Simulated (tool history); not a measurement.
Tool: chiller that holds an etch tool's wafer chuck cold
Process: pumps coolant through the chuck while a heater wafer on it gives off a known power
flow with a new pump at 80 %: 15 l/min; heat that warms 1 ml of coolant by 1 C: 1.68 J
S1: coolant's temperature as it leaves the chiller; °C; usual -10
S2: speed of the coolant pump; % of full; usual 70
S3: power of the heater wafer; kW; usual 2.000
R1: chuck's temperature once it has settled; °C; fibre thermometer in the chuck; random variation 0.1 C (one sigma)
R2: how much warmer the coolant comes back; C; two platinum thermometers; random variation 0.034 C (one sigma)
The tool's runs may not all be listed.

Run 1, day 0.000: usual settings. Result: R1 5.5 °C, R2 5.38 C.
Run 2, day 1.083: usual settings. Result: R1 5.5 °C, R2 5.47 C.
Run 3, day 3.100: usual settings. Result: R1 5.5 °C, R2 5.41 C.
Run 4, day 4.150: usual settings. Result: R1 5.6 °C, R2 5.39 C.
Run 5, day 6.262: usual settings. Result: R1 5.4 °C, R2 5.47 C.
Run 6, day 7.196: usual settings. Result: R1 5.6 °C, R2 5.43 C.
Run 7, day 8.804: usual settings but S1 -3 °C. Result: R1 12.6 °C, R2 5.36 C.
Run 8, day 10.271: usual settings but S1 -9 °C. Result: R1 6.6 °C, R2 5.45 C.
Run 9, day 11.983: usual settings but S1 -9 °C. Result: R1 6.5 °C, R2 5.43 C.
Run 10, day 14.092: usual settings. Result: R1 5.3 °C, R2 5.35 C.
Run 11, day 15.875: usual settings but S1 -11 °C, S3 2.067 kW. Result: R1 4.9 °C, R2 5.60 C.
Run 12, day 17.967: usual settings but S1 -11 °C, S2 95 % of full, S3 1.301 kW. Result: R1 -2.7 °C, R2 2.66 C.
Run 13, day 20.062: usual settings but S1 -11 °C, S2 95 % of full, S3 1.301 kW. Result: R1 -2.6 °C, R2 2.63 C.
Run 14, day 22.167: usual settings but S1 -11 °C, S2 95 % of full, S3 1.301 kW. Result: R1 -2.7 °C, R2 2.59 C.
Run 15, day 23.604: usual settings but S1 -7 °C, S2 75 % of full, S3 2.645 kW. Result: R1 12.6 °C, R2 6.72 C.
Run 16, day 24.858: usual settings but S1 -7 °C, S2 75 % of full, S3 2.645 kW. Result: R1 12.7 °C, R2 6.72 C.
Run 17, day 26.117: usual settings but S1 -7 °C, S2 82 % of full, S3 1.870 kW. Result: R1 6.1 °C, R2 4.36 C.
Run 18, day 28.000: usual settings but S1 -7 °C, S2 82 % of full, S3 1.870 kW. Result: R1 6.2 °C, R2 4.27 C.
Run 19, day 29.658: usual settings but S1 -7 °C, S2 82 % of full, S3 1.870 kW. Result: R1 6.0 °C, R2 4.39 C.
Run 20, day 31.654: usual settings but S1 -20 °C, S2 63 % of full, S3 1.543 kW. Result: R1 -7.2 °C, R2 4.66 C.

Forecast each of these 3 alternatives for the next run:
Run A, day 33.342: usual settings but S3 1.417 kW. Result: R1 ?, R2 ?.
Run B, day 33.342: usual settings but S1 -20 °C, S2 63 % of full, S3 1.609 kW. Result: R1 ?, R2 ?.
Run C, day 33.342: usual settings but S1 -1 °C, S3 2.907 kW. Result: R1 ?, R2 ?.

run    R1    R2
  A   0.9  3.82
  B  -6.7  4.73
  C  21.5  7.87
Without the tool's hidden state the same runs would have given:
run    R1    R2
  A   0.9  3.82
  B  -6.8  4.72
  C  21.5  7.87
